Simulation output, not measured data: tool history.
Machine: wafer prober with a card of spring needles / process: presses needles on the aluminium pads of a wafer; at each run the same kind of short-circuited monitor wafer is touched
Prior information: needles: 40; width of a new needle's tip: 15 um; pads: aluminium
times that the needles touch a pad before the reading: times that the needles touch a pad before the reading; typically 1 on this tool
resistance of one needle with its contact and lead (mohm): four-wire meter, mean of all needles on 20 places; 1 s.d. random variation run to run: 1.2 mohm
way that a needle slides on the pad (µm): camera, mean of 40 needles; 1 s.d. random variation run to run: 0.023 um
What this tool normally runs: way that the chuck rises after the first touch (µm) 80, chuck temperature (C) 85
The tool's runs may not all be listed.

| run | hour | way that the chuck rises after the first touch (µm) | chuck temperature (C) | times that the needles touch a pad before the reading | resistance of one needle with its contact and lead (mohm) | way that a needle slides on the pad (µm) |
|---|---|---|---|---|---|---|
| 1 | 0.0 | 80 | 85 | 1 | 240 | 10.88 |
| 2 | 4.0 | 80 | 57 | 1 | 236 | 10.92 |
|  | 5.0 | tips cleaned on abrasive film |
| 3 | 12.1 | 80 | 32 | 1 | 231 | 10.85 |
|  | 15.7 | tips cleaned on abrasive film |
| 4 | 19.9 | 81 | 85 | 1 | 243 | 11.00 |
|  | 26.7 | tips cleaned on abrasive film |
| 5 | 29.0 | 81 | 85 | 1 | 238 | 10.99 |
| 6 | 34.4 | 81 | 85 | 1 | 241 | 10.97 |
|  | 37.6 | tips cleaned on abrasive film |
|  | 38.3 | tips cleaned on abrasive film, once more |
| 7 | 42.5 | 81 | 85 | 1 | 242 | 10.96 |
|  | 49.2 | tips cleaned on abrasive film |
| 8 | 49.7 | 81 | 85 | 2 | 234 | 10.97 |
| 9 | 57.9 | 81 | 85 | 2 | 239 | 10.92 |
|  | 59.7 | tips cleaned on abrasive film |
| 10 | 61.8 | 81 | 85 | 2 | 237 | 10.94 |
| 11 | 66.9 | 81 | 85 | 2 | 239 | 10.94 |
|  | 70.5 | tips cleaned on abrasive film |
| 12 | 71.0 | 77 | 116 | 2 | 241 | 10.37 |
| 13 | 76.3 | 77 | 116 | 2 | 245 | 10.38 |
|  | 81.6 | tips cleaned on abrasive film |
| 14 | 81.9 | 77 | 116 | 2 | 241 | 10.30 |
| 15 | 87.1 | 77 | 27 | 3 | 222 | 10.35 |
| 16 | 91.0 | 80 | 35 | 2 | 228 | 10.71 |
|  | 92.3 | tips cleaned on abrasive film |
|  | 96.0 | height of the first contact set anew |
| 17 | 100.0 | 67 | 85 | 1 | 243 | 9.38 |
|  | 103.6 | tips cleaned on abrasive film |
| 18 | 106.1 | 67 | 60 | 1 | 234 | 9.35 |
|  | 114.7 | tips cleaned on abrasive film |
| 19 | 115.5 | 88 | 65 | 1 | 230 | 12.32 |

Alternative continuations, all from the tool just after run 19; predict every row:
| A | 122.9 | 77 | 43 | 3 | ? | ? |
| B | 122.9 | 80 | 36 | 1 | ? | ? |
| C | 122.9 | 80 | 121 | 1 | ? | ? |
| D | 122.9 | 94 | 70 | 1 | ? | ? |

| run | resistance of one needle with its contact and lead (mohm) | way that a needle slides on the pad (µm) |
|---|---|---|
| A | 230 | 10.71 |
| B | 230 | 11.18 |
| C | 252 | 11.16 |
| D | 234 | 13.15 |
The same runs, with their run-to-run variation unchanged, on a tool lacking any hidden condition would have given:
| run | resistance of one needle with its contact and lead (mohm) | way that a needle slides on the pad (µm) |
|---|---|---|
| A | 226 | 10.74 |
| B | 221 | 11.21 |
| C | 244 | 11.19 |
| D | 227 | 13.17 |
